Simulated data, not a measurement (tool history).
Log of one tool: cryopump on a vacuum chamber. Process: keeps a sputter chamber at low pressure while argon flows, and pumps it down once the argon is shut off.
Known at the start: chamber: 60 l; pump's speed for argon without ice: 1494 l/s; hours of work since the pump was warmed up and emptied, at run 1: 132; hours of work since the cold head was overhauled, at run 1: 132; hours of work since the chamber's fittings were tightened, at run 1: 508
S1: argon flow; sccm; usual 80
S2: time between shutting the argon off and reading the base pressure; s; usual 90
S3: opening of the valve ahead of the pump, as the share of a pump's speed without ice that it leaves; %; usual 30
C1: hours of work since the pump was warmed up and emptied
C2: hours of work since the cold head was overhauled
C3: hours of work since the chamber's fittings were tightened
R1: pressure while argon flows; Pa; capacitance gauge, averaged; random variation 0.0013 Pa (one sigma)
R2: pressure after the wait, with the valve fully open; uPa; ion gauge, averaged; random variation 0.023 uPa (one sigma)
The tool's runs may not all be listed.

| run | hour | S1 | S2 | S3 | C1 | C2 | C3 | R1 | R2 |
|---|---|---|---|---|---|---|---|---|---|
| 1 | 0 | 80 | 90 | 30 | 132 | 132 | 508 | 0.307 | 1.14 |
| 2 | 44.5 | 47 | 90 | 30 | 151 | 151 | 527 | 0.1805 | 1.13 |
| 3 | 132.7 | 47 | 33 | 30 | 189 | 189 | 565 | 0.1807 | 2.01 |
| 4 | 227.8 | 47 | 33 | 30 | 230 | 230 | 606 | 0.1823 | 2.14 |
| 5 | 306.8 | 80 | 151 | 30 | 264 | 264 | 640 | 0.3094 | 1.03 |
| 6 | 391.4 | 80 | 151 | 30 | 301 | 301 | 677 | 0.3097 | 1.06 |
| 7 | 463.2 | 36 | 90 | 30 | 332 | 332 | 707 | 0.1404 | 1.29 |
| 8 | 566.9 | 36 | 90 | 30 | 376 | 376 | 752 | 0.141 | 1.34 |
| 9 | 657.3 | 79 | 90 | 30 | 415 | 415 | 791 | 0.3073 | 1.4 |
| 10 | 752.3 | 79 | 90 | 30 | 456 | 456 | 832 | 0.3093 | 1.48 |
| 11 | 827.6 | 79 | 90 | 30 | 488 | 488 | 864 | 0.3138 | 1.46 |
| 12 | 928.6 | 79 | 90 | 55 | 532 | 532 | 908 | 0.1791 | 1.51 |
| 13 | 984.7 | 79 | 90 | 55 | 556 | 556 | 932 | 0.1798 | 1.59 |
| 14 | 1061.2 | 96 | 30 | 15 | 589 | 589 | 965 | 0.7515 | 2.63 |
| 15 | 1124.6 | 51 | 144 | 15 | 616 | 616 | 992 | 0.3971 | 1.43 |
| 16 | 1212.1 | 51 | 144 | 15 | 654 | 654 | 1030 | 0.3969 | 1.48 |
| 17 | 1259.9 | 55 | 80 | 50 | 675 | 675 | 1050 | 0.1384 | 1.75 |
| 18 | 1353.8 | 35 | 107 | 50 | 715 | 715 | 1091 | 0.0892 | 1.63 |
| 19 | 1458.5 | 35 | 107 | 50 | 760 | 760 | 1136 | 0.0912 | 1.71 |
|  | 1472.8 | pump warmed up, emptied and cooled again |
| 20 | 1572.8 | 56 | 107 | 50 | 43 | 807 | 1183 | 0.1287 | 1.52 |
| 21 | 1659.4 | 56 | 107 | 50 | 80 | 844 | 1220 | 0.1296 | 1.56 |
| 22 | 1722.7 | 59 | 99 | 16 | 108 | 872 | 1248 | 0.4226 | 1.64 |
| 23 | 1775 | 59 | 99 | 16 | 130 | 894 | 1270 | 0.4231 | 1.61 |

Forecast each of these 3 alternatives for the next run:
| A | 1822.9 | 149 | 31 | 27 | 151 | 915 | 1291 | ? | ? |
| B | 1822.9 | 80 | 22 | 30 | 151 | 915 | 1291 | ? | ? |
| C | 1822.9 | 129 | 99 | 42 | 151 | 915 | 1291 | ? | ? |

| run | R1 | R2 |
|---|---|---|
| A | 0.6357 | 2.69 |
| B | 0.3069 | 3.25 |
| C | 0.3576 | 1.64 |
Without the tool's hidden state the same runs would have given:
| run | R1 | R2 |
|---|---|---|
| A | 0.6251 | 1.69 |
| B | 0.3012 | 2.27 |
| C | 0.3484 | 0.66 |
